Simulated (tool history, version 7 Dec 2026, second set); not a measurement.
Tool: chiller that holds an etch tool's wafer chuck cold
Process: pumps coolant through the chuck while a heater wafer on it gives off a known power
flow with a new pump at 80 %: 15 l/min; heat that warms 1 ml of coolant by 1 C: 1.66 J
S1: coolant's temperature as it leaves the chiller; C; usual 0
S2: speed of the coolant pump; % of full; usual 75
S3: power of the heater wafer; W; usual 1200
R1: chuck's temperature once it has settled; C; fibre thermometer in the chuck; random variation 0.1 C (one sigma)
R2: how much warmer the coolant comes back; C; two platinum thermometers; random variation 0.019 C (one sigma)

Run 1, hour 0: usual settings. Result: R1 14.2 C, R2 3.22 C.
Run 2, hour 37.7: usual settings but S3 1541 W. Result: R1 18.3 C, R2 4.24 C.
Run 3, hour 89.5: usual settings but S3 1541 W. Result: R1 18.2 C, R2 4.19 C.
Run 4, hour 148.6: usual settings but S3 1541 W. Result: R1 18.3 C, R2 4.18 C.
Run 5, hour 210.6: usual settings but S3 1541 W. Result: R1 18.4 C, R2 4.23 C.
Run 6, hour 270.3: usual settings but S3 1541 W. Result: R1 18.4 C, R2 4.2 C.
Run 7, hour 350.4: usual settings. Result: R1 14.4 C, R2 3.29 C.
Run 8, hour 409.7: usual settings. Result: R1 14.4 C, R2 3.27 C.
Run 9, hour 497.2: usual settings. Result: R1 14.4 C, R2 3.3 C.
Run 10, hour 582.7: usual settings. Result: R1 14.5 C, R2 3.28 C.
Run 11, hour 666.7: usual settings. Result: R1 14.7 C, R2 3.3 C.
Run 12, hour 749.4: usual settings. Result: R1 14.7 C, R2 3.36 C.
Run 13, hour 828.1: usual settings. Result: R1 14.7 C, R2 3.33 C.
Run 14, hour 886.2: usual settings. Result: R1 14.7 C, R2 3.32 C.
Run 15, hour 948.5: usual settings. Result: R1 14.8 C, R2 3.34 C.
Run 16, hour 1004.9: usual settings but S2 94 % of full. Result: R1 13.1 C, R2 2.59 C.
Run 17, hour 1063.5: usual settings but S1 5 C, S2 85 % of full, S3 1611 W. Result: R1 23.9 C, R2 3.92 C.
At hour 1077: coolant changed, channels flushed.
Run 18, hour 1131: usual settings but S1 5 C, S2 60 % of full, S3 686 W. Result: R1 13.4 C, R2 2.45 C.
Run 19, hour 1217.5: usual settings but S1 5 C, S2 60 % of full, S3 686 W. Result: R1 13.3 C, R2 2.43 C.
Run 20, hour 1265.2: usual settings but S2 71 % of full, S3 1570 W. Result: R1 17.7 C, R2 4.67 C.
At hour 1277.1: coolant pump overhauled.
Run 21, hour 1351.3: usual settings but S3 1450 W. Result: R1 16 C, R2 4.18 C.
Run 22, hour 1417: usual settings but S2 89 % of full, S3 653 W. Result: R1 6.3 C, R2 1.56 C.
At hour 1466.5: coolant pump overhauled, once more.
Run 23, hour 1496.8: usual settings but S2 64 % of full, S3 1233 W. Result: R1 14.1 C, R2 3.81 C.
Run 24, hour 1547.8: usual settings but S2 64 % of full, S3 1233 W. Result: R1 14.2 C, R2 3.77 C.
Run 25, hour 1593.4: usual settings but S1 8 C, S2 64 % of full, S3 1233 W. Result: R1 22.4 C, R2 3.79 C.
Run 26, hour 1651.3: usual settings but S1 8 C, S2 69 % of full, S3 1590 W. Result: R1 25.6 C, R2 4.49 C.
Run 27, hour 1704.9: usual settings but S1 8 C, S2 69 % of full, S3 1590 W. Result: R1 25.8 C, R2 4.51 C.
Run 28, hour 1780.4: usual settings but S2 90 % of full, S3 767 W. Result: R1 7.2 C, R2 1.61 C.
Run 29, hour 1856.6: usual settings but S1 2 C, S2 79 % of full, S3 620 W. Result: R1 8.2 C, R2 1.54 C.
Run 30, hour 1913.8: usual settings but S2 89 % of full, S3 721 W. Result: R1 6.9 C, R2 1.56 C.
Run 31, hour 1980.5: usual settings but S2 89 % of full, S3 721 W. Result: R1 7 C, R2 1.55 C.

Forecast each of these 4 alternatives for the next run:
Run A, hour 2047.9: usual settings but S1 6 C, S2 78 % of full, S3 1783 W. Result: R1 ?, R2 ?.
Run B, hour 2047.9: usual settings but S2 90 % of full, S3 903 W. Result: R1 ?, R2 ?.
Run C, hour 2047.9: usual settings but S3 1491 W. Result: R1 ?, R2 ?.
Run D, hour 2047.9: usual settings but S3 968 W. Result: R1 ?, R2 ?.

run    R1    R2
  A  24.6  4.44
  B   8.6  1.91
  C    16  3.87
  D  10.2  2.55
Without the tool's hidden state the same runs would have given:
run    R1    R2
  A  24.2  4.37
  B   8.5  1.88
  C  15.7  3.81
  D  10.1  2.51
